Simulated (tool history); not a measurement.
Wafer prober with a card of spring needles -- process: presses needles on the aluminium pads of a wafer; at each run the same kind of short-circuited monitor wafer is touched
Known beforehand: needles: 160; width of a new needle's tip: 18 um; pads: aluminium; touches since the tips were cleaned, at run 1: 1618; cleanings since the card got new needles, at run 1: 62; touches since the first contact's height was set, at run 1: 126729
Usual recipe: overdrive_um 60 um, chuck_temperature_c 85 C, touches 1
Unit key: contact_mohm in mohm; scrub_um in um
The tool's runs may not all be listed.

run,hour,overdrive_um,chuck_temperature_c,touches,touches since the tips were cleaned,cleanings since the card got new needles,touches since the first contact's height was set,contact_mohm,scrub_um
1,0,60,85,1,1618,62,126729,296,13.87
# hour 5.7: tips cleaned on abrasive film
2,7.7,60,85,1,1275,63,131712,287,13.76
# hour 14.9: tips cleaned on abrasive film
# hour 23.5: tips cleaned on abrasive film
3,23.5,60,65,1,0,65,141999,203,13.73
# hour 31.7: tips cleaned on abrasive film
4,36.3,60,85,3,3003,66,150356,248,13.73
# hour 40.6: tips cleaned on abrasive film
# hour 49.2: tips cleaned on abrasive film
5,51.2,60,85,3,1328,68,160099,235,13.63
# hour 57.4: tips cleaned on abrasive film
6,61.7,60,85,3,2858,69,166922,254,13.63
# hour 65.8: tips cleaned on abrasive film
# hour 74.8: tips cleaned on abrasive film
7,75,60,85,1,92,71,175540,229,13.57
# hour 83.2: tips cleaned on abrasive film
8,86.7,60,85,1,2350,72,183224,341,13.56
# hour 92.1: tips cleaned on abrasive film
9,99.5,60,85,1,4858,73,191576,405,13.51
# hour 100.3: tips cleaned on abrasive film
# hour 108.6: tips cleaned on abrasive film
10,109.1,60,85,1,333,75,197764,238,13.54
# hour 117.2: tips cleaned on abrasive film
11,121.1,60,85,1,2604,76,205624,366,13.5
# hour 125.5: tips cleaned on abrasive film
12,129.1,60,85,2,2418,77,210852,284,13.53
# hour 133.8: tips cleaned on abrasive film
13,138.4,60,85,1,2997,78,216858,373,13.53
# hour 142: tips cleaned on abrasive film
# hour 151.2: tips cleaned on abrasive film
14,151.3,60,85,1,60,80,225267,227,13.43
# hour 159.5: tips cleaned on abrasive film
15,160.3,65,85,1,524,81,231112,241,14.56
# hour 163.2: height of the first contact set anew
# hour 168: tips cleaned on abrasive film
16,168,60,85,1,15,82,3058,213,14.25
# hour 177: tips cleaned on abrasive film
17,177.4,60,85,1,214,83,9177,237,14.2
# hour 186.4: tips cleaned on abrasive film
18,192.3,52,50,1,3881,84,18923,455,12.25
# hour 195.1: tips cleaned on abrasive film
19,202.8,52,50,1,5038,85,25792,476,12.19
# hour 203.7: tips cleaned on abrasive film
# hour 212.5: tips cleaned on abrasive film
20,217,60,85,2,2972,87,35031,290,14.04
# hour 221.4: tips cleaned on abrasive film
21,227.1,60,85,2,3747,88,41643,303,14.1
# hour 230: tips cleaned on abrasive film
# hour 238.7: tips cleaned on abrasive film
22,241.7,60,39,2,1983,90,51090,273,14.09

The next listed run, before its measurement:
# hour 247.4: tips cleaned on abrasive film
# hour 256.5: tips cleaned on abrasive film
23,256.7,55,85,1,158,92,60866,?,?

Run 23 measured contact_mohm 249 mohm, scrub_um 12.8 um.
On a tool with no hidden condition, and with the same random variation, this run would have come out at contact_mohm 197 mohm, scrub_um 13.03 um.
